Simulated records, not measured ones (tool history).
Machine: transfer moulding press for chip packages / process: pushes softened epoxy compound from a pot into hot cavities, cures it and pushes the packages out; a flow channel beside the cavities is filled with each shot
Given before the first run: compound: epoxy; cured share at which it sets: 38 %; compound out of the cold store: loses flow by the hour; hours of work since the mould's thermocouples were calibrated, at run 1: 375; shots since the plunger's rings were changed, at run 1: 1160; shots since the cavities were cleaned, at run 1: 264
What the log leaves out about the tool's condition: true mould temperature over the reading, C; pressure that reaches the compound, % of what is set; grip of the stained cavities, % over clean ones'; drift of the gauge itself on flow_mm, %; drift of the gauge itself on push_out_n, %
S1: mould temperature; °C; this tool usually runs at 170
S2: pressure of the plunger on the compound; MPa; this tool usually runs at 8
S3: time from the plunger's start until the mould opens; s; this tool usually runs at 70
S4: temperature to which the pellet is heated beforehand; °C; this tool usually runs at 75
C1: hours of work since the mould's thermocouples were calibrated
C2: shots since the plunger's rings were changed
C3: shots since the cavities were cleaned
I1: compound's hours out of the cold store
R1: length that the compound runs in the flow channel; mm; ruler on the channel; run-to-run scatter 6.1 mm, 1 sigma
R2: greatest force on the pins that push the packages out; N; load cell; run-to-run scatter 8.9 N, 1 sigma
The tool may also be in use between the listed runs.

run    hour   S1    S2  S3  S4   C1    C2   C3    I1   R1    R2
  1       0  170     8  70  75  375  1160  264  37.9  748   665
       15.7  -- cavities cleaned with cleaning compound and waxed
       47.5  -- cavities cleaned with cleaning compound and waxed
  2    70.4  170     8  70  75  424  2313  392  26.4  743   735
       75.5  -- cavities cleaned with cleaning compound and waxed
      104.7  -- cavities cleaned with cleaning compound and waxed
      132.5  -- cavities cleaned with cleaning compound and waxed
  3   150.3  170     8  70  75  478  3602  303  46.2  709   696
      162.8  -- cavities cleaned with cleaning compound and waxed
      194.4  -- cavities cleaned with cleaning compound and waxed
      215.4  -- plunger's sealing rings changed
      226.2  -- cavities cleaned with cleaning compound and waxed
  4   226.2  170     8  70  75  528   161    0  16.7  790   432
      257.3  -- cavities cleaned with cleaning compound and waxed
  5   273.2  170     8  70  75  561   938  272  20.5  770   704
      289.9  -- cavities cleaned with cleaning compound and waxed
      322.1  -- cavities cleaned with cleaning compound and waxed
  6   328.6  170  9.19  70  75  599  1835  110    32  803   561
      337.8  -- mould's thermocouples calibrated
      354.5  -- cavities cleaned with cleaning compound and waxed
  7   378.5  170     8  70  75   28  2630  412  21.9  755   801
      385.3  -- cavities cleaned with cleaning compound and waxed
      418.2  -- cavities cleaned with cleaning compound and waxed
  8   425.6  170     8  70  75   60  3383  126   8.7  763   630
      450.8  -- cavities cleaned with cleaning compound and waxed
      481.1  -- cavities cleaned with cleaning compound and waxed
      503.4  -- plunger's sealing rings changed
  9   507.9  170     8  70  75  116    77  416  28.4  775   764
      513.1  -- cavities cleaned with cleaning compound and waxed
        544  -- cavities cleaned with cleaning compound and waxed
 10     544  170     8  70  75  140   643    0  45.6  744   413
      574.4  -- cavities cleaned with cleaning compound and waxed
      608.6  -- cavities cleaned with cleaning compound and waxed
 11   619.2  170     8  70  75  192  1879  181  31.6  742   635
      636.9  -- cavities cleaned with cleaning compound and waxed
        666  -- cavities cleaned with cleaning compound and waxed
 12     672  170     8  70  75  228  2730  102  44.3  715   553
      697.7  -- cavities cleaned with cleaning compound and waxed
      730.7  -- cavities cleaned with cleaning compound and waxed
 13   734.6  170     8  70  75  271  3750   66  41.3  712   486
      754.1  -- mould's thermocouples calibrated, once more
      762.2  -- cavities cleaned with cleaning compound and waxed
        791  -- plunger's sealing rings changed
      792.5  -- cavities cleaned with cleaning compound and waxed
 14   796.6  170     8  70  75   27    69   69  40.6  758   497
      822.1  -- cavities cleaned with cleaning compound and waxed
      850.2  -- cavities cleaned with cleaning compound and waxed
 15   867.6  170  7.96  70  75   76  1233  298   9.4  791   694
      879.5  -- cavities cleaned with cleaning compound and waxed
 16   905.5  170  7.96  70  75  102  1855  444  22.1  755   767
      912.8  -- cavities cleaned with cleaning compound and waxed
      943.1  -- cavities cleaned with cleaning compound and waxed
      971.7  -- cavities cleaned with cleaning compound and waxed
 17   971.7  170  7.96  70  75  147  2912    0  15.7  754   437
     1001.1  -- cavities cleaned with cleaning compound and waxed
 18  1010.6  170  7.96  70  75  174  3550  161  16.1  752   609
     1029.6  -- cavities cleaned with cleaning compound and waxed
     1058.5  -- cavities cleaned with cleaning compound and waxed
     1077.6  -- plunger's sealing rings changed
 19  1077.6  168  6.39  70  67  218     0  282  10.8  722   836
     1090.1  -- cavities cleaned with cleaning compound and waxed
     1117.9  -- cavities cleaned with cleaning compound and waxed
     1151.5  -- cavities cleaned with cleaning compound and waxed
 20  1152.9  168  6.39  70  67  269  1212   23  15.3  709   536
     1183.5  -- cavities cleaned with cleaning compound and waxed
     1211.5  -- cavities cleaned with cleaning compound and waxed
 21  1227.6  168  6.39  70  67  321  2439  277  32.6  674   791
     1239.4  -- cavities cleaned with cleaning compound and waxed
 22  1263.8  168  6.39  70  67  346  3033  418  25.6  669   866
     1268.6  -- cavities cleaned with cleaning compound and waxed
     1296.5  -- cavities cleaned with cleaning compound and waxed
 23  1311.8  163     8  70  71  378  3802  262  43.4  724  1060

Consider 4 possible next runs. They are alternatives, not a sequence: every one starts from the tool as it was left by run 23. What does each give?
     1327.5  -- cavities cleaned with cleaning compound and waxed
     1359.3  -- cavities cleaned with cleaning compound and waxed
     1366.3  -- plunger's sealing rings changed
  A  1378.1  163     8  54  71  422  201  277  27.8   ?   ?
     1327.5  -- cavities cleaned with cleaning compound and waxed
     1359.3  -- cavities cleaned with cleaning compound and waxed
     1366.3  -- plunger's sealing rings changed
  B  1378.1  169  7.36  70  75  422  201  277  29.8   ?   ?
     1327.5  -- cavities cleaned with cleaning compound and waxed
     1359.3  -- cavities cleaned with cleaning compound and waxed
     1366.3  -- plunger's sealing rings changed
  C  1378.1  177  7.51  81  75  422  201  277  46.2   ?   ?
     1327.5  -- cavities cleaned with cleaning compound and waxed
     1359.3  -- cavities cleaned with cleaning compound and waxed
     1366.3  -- plunger's sealing rings changed
  D  1378.1  163  7.13  70  71  422  201  277  12.3   ?   ?

run   R1    R2
  A  801  2070
  B  743   755
  C  702   537
  D  779  1195
Without the tool's unlogged condition, the same runs would have read:
run   R1    R2
  A  804  1153
  B  745   418
  C  704   311
  D  781   650
